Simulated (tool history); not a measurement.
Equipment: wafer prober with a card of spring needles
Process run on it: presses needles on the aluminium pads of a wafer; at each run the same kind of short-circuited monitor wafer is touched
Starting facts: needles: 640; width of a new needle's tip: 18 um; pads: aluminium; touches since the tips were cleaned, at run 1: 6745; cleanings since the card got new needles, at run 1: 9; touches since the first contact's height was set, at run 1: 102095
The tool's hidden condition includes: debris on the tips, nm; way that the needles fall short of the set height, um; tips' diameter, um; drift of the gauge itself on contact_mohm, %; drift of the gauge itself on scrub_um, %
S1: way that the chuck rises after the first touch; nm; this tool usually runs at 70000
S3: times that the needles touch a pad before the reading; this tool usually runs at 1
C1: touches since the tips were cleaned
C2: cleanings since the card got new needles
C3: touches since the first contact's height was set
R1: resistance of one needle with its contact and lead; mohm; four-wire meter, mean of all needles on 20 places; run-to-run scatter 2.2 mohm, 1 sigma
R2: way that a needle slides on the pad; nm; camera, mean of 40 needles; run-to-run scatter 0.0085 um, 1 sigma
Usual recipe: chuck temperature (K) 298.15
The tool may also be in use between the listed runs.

Run 1, hour 0: usual settings; C1 6745; C2 9; C3 102095. Result: R1 297 mohm, R2 19047 nm.
At hour 7.6: tips cleaned on abrasive film.
At hour 28.2: tips cleaned on abrasive film.
At hour 50.2: tips cleaned on abrasive film.
At hour 62.9: height of the first contact set anew.
Run 2, hour 65.7: usual settings; C1 7638; C2 12; C3 1412. Result: R1 299 mohm, R2 18928 nm.
At hour 70.1: tips cleaned on abrasive film.
At hour 90.1: tips cleaned on abrasive film.
At hour 111: tips cleaned on abrasive film.
Run 3, hour 116.2: usual settings but S1 77000 nm; C1 2617; C2 15; C3 26642. Result: R1 275 mohm, R2 20812 nm.
At hour 128.7: tips cleaned on abrasive film.
At hour 150.2: tips cleaned on abrasive film.
Run 4, hour 162.2: usual settings but S3 2; C1 6028; C2 17; C3 49648. Result: R1 277 mohm, R2 18871 nm.
At hour 169.8: tips cleaned on abrasive film.
At hour 190.2: tips cleaned on abrasive film.
At hour 211.8: tips cleaned on abrasive film.
Run 5, hour 214.9: usual settings but S3 2; C1 1535; C2 20; C3 75995. Result: R1 256 mohm, R2 18823 nm.
At hour 232.1: tips cleaned on abrasive film.
At hour 244: height of the first contact set anew, once more.
At hour 252: tips cleaned on abrasive film.
At hour 270.1: tips cleaned on abrasive film.
Run 6, hour 270.1: usual settings; C1 0; C2 23; C3 13005. Result: R1 248 mohm, R2 19129 nm.
At hour 287.7: tips cleaned on abrasive film.
Run 7, hour 303.5: usual settings; C1 7959; C2 24; C3 29748. Result: R1 305 mohm, R2 19118 nm.
At hour 307.9: tips cleaned on abrasive film.
At hour 328.9: tips cleaned on abrasive film.
At hour 348.6: tips cleaned on abrasive film.
At hour 368.3: tips cleaned on abrasive film.
Run 8, hour 370.4: usual settings; C1 1084; C2 28; C3 63168. Result: R1 265 mohm, R2 19076 nm.
At hour 387.2: tips cleaned on abrasive film.
At hour 409.1: tips cleaned on abrasive film.
At hour 426.7: tips cleaned on abrasive film.
Run 9, hour 433.2: usual settings; C1 3300; C2 31; C3 94581. Result: R1 282 mohm, R2 19044 nm.
At hour 445.1: tips cleaned on abrasive film.
At hour 465.2: tips cleaned on abrasive film.
Run 10, hour 467.8: usual settings but S1 86000 nm; C1 1331; C2 33; C3 111859. Result: R1 258 mohm, R2 23385 nm.
At hour 484: tips cleaned on abrasive film.
Run 11, hour 499.1: usual settings but S1 86000 nm; C1 7596; C2 34; C3 127527. Result: R1 282 mohm, R2 23382 nm.
At hour 503.2: tips cleaned on abrasive film.
At hour 512.3: height of the first contact set anew.
At hour 524.8: tips cleaned on abrasive film.
Run 12, hour 532.5: usual settings but S1 86000 nm; C1 3880; C2 36; C3 10126. Result: R1 275 mohm, R2 23507 nm.
At hour 544.7: tips cleaned on abrasive film.
At hour 566.4: tips cleaned on abrasive film.
At hour 584.3: tips cleaned on abrasive film.
Run 13, hour 584.3: usual settings but S1 86000 nm, chuck temperature (K) 351.15; C1 0; C2 39; C3 36003. Result: R1 257 mohm, R2 23487 nm.
At hour 604.8: tips cleaned on abrasive film.
At hour 622.4: tips cleaned on abrasive film.
Run 14, hour 622.4: usual settings but S3 2; C1 0; C2 41; C3 55043. Result: R1 243 mohm, R2 19087 nm.
At hour 640: tips cleaned on abrasive film.
At hour 660.4: tips cleaned on abrasive film.
Run 15, hour 674.3: usual settings but S3 2; C1 6978; C2 43; C3 81008. Result: R1 278 mohm, R2 19080 nm.
At hour 678.8: tips cleaned on abrasive film.
At hour 700.3: tips cleaned on abrasive film.
Run 16, hour 702.9: usual settings but S1 63000 nm, chuck temperature (K) 312.15, S3 3; C1 1282; C2 45; C3 95258. Result: R1 251 mohm, R2 17130 nm.
At hour 719: tips cleaned on abrasive film.
At hour 739.7: tips cleaned on abrasive film.
Run 17, hour 746.1: usual settings but S1 54000 nm, chuck temperature (K) 339.15; C1 3214; C2 47; C3 116861. Result: R1 314 mohm, R2 14638 nm.
At hour 757.9: tips cleaned on abrasive film.
Run 18, hour 774.9: usual settings but S1 71000 nm; C1 8551; C2 48; C3 131304. Result: R1 307 mohm, R2 19286 nm.
At hour 779.4: tips cleaned on abrasive film.
At hour 779.7: height of the first contact set anew.
At hour 799.2: tips cleaned on abrasive film.
Run 19, hour 808.3: usual settings but S1 71000 nm; C1 4593; C2 50; C3 14324. Result: R1 290 mohm, R2 19407 nm.
At hour 817.1: tips cleaned on abrasive film.
At hour 837.9: tips cleaned on abrasive film.
At hour 858.2: tips cleaned on abrasive film.
Run 20, hour 858.2: usual settings but S1 58000 nm, chuck temperature (K) 305.15; C1 0; C2 53; C3 39225. Result: R1 245 mohm, R2 15815 nm.
At hour 879.3: tips cleaned on abrasive film.
At hour 900: tips cleaned on abrasive film.
At hour 920.1: tips cleaned on abrasive film.
Run 21, hour 920.6: usual settings but S1 58000 nm, chuck temperature (K) 305.15; C1 242; C2 56; C3 70462. Result: R1 262 mohm, R2 15786 nm.
At hour 939: tips cleaned on abrasive film.
At hour 958.4: tips cleaned on abrasive film.
Run 22, hour 958.4: usual settings but S1 58000 nm, chuck temperature (K) 305.15; C1 0; C2 58; C3 89337. Result: R1 255 mohm, R2 15764 nm.
At hour 978.8: tips cleaned on abrasive film.
At hour 997.8: tips cleaned on abrasive film.
Run 23, hour 1005.8: usual settings but S1 58000 nm, chuck temperature (K) 305.15; C1 4004; C2 60; C3 113055. Result: R1 306 mohm, R2 15759 nm.
At hour 1016.5: tips cleaned on abrasive film.
At hour 1037: tips cleaned on abrasive film.
At hour 1045.1: height of the first contact set anew.
At hour 1055.9: tips cleaned on abrasive film.
Run 24, hour 1061: usual settings but S1 58000 nm, chuck temperature (K) 381.15; C1 2565; C2 63; C3 7906. Result: R1 309 mohm, R2 15873 nm.
At hour 1074.8: tips cleaned on abrasive film.
At hour 1095.6: tips cleaned on abrasive film.
At hour 1114.8: tips cleaned on abrasive film.
Run 25, hour 1129.2: usual settings but S1 58000 nm, chuck temperature (K) 312.15; C1 7210; C2 66; C3 42022. Result: R1 337 mohm, R2 15818 nm.
At hour 1133.3: tips cleaned on abrasive film.
At hour 1153.1: tips cleaned on abrasive film.
At hour 1171.6: tips cleaned on abrasive film.
At hour 1193.5: tips cleaned on abrasive film.
Run 26, hour 1197.6: usual settings but S1 58000 nm, chuck temperature (K) 312.15, S3 2; C1 2102; C2 70; C3 76231. Result: R1 268 mohm, R2 15783 nm.
At hour 1213.6: tips cleaned on abrasive film.
At hour 1233.9: tips cleaned on abrasive film.
At hour 1255.2: tips cleaned on abrasive film.
Run 27, hour 1257: usual settings but S3 2; C1 915; C2 73; C3 105910. Result: R1 252 mohm, R2 19018 nm.

Alternative continuations, all from the tool just after run 27; predict every row:
At hour 1276.6: tips cleaned on abrasive film.
Run A, hour 1285.5: usual settings but S1 61000 nm, chuck temperature (K) 320.15; C1 4466; C2 74; C3 120148. Result: R1 ?, R2 ?.
At hour 1276.6: tips cleaned on abrasive film.
Run B, hour 1285.5: usual settings but S3 2; C1 4466; C2 74; C3 120148. Result: R1 ?, R2 ?.
At hour 1276.6: tips cleaned on abrasive film.
Run C, hour 1285.5: usual settings but S1 66000 nm, S3 3; C1 4466; C2 74; C3 120148. Result: R1 ?, R2 ?.

run   R1     R2
  A  304  16547
  B  267  19020
  C  257  17917
Take away the tool's hidden state, keep each run's random variation, and the runs would have read:
run   R1     R2
  A  245  16686
  B  238  19159
  C  238  18056
